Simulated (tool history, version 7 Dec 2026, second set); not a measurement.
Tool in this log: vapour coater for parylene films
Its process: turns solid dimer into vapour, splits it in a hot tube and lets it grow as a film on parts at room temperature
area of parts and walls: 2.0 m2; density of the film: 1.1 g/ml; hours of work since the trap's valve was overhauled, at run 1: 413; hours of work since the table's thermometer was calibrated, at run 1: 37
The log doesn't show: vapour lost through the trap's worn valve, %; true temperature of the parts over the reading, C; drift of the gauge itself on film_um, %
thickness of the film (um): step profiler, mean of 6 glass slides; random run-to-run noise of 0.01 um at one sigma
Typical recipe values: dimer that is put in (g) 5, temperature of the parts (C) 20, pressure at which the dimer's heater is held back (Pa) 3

run,day,dimer that is put in (g),temperature of the parts (C),pressure at which the dimer's heater is held back (Pa),hours of work since the trap's valve was overhauled,hours of work since the table's thermometer was calibrated,thickness of the film (um)
1,0,5,20,3,413,37,1.25
2,0.696,5,20,3,421,45,1.23
3,1.408,5,20,3,429,53,1.25
4,1.867,5,20,3,434,58,1.25
5,2.258,5,20,3,439,62,1.24
6,2.75,5,20,3,444,68,1.24
7,3.283,5,20,3,450,74,1.25
8,3.65,5,20,3,455,78,1.25
9,4.283,5,20,3,462,86,1.24
10,5.008,5,20,3,470,94,1.25
11,5.592,5,20,3,477,100,1.26
12,5.904,5,20,3,480,104,1.23
13,6.367,5,20,3,486,109,1.24
14,6.938,5,20,3,492,116,1.25
15,7.633,5,20,6.51,500,124,1.11
# day 8.258: trap's valve overhauled
16,8.433,5,20,6.51,2,131,1.13
17,8.975,5,20,6.51,8,137,1.13
18,9.388,3,26,5.3,13,142,0.55
19,9.846,2,20,3.21,18,147,0.51
20,10.208,3,25,3.56,22,151,0.62
21,10.521,2,25,2.5,26,155,0.42
22,10.879,4,15,2.95,30,159,1.24
23,11.338,4,20,5.66,35,164,0.93
24,11.812,8,20,3.43,41,170,1.98
25,12.212,4,17,3.21,45,174,1.12
26,12.896,4,17,3.21,53,182,1.11
27,13.388,4,17,3.21,59,188,1.13

Below are 5 alternative next runs, each starting from the tool's condition after run 27. Predict each:
A,14.058,7,25,9.97,66,195,?
B,14.058,3,21,11.07,66,195,?
C,14.058,4,12,5.4,66,195,?
D,14.058,6,30,3.13,66,195,?
E,14.058,5,17,2.62,66,195,?

run,thickness of the film (um)
A,1.22
B,0.61
C,1.27
D,1
E,1.43
The same runs, with their run-to-run variation unchanged, on a tool lacking any hidden condition would have given:
run,thickness of the film (um)
A,1.22
B,0.61
C,1.27
D,1
E,1.43
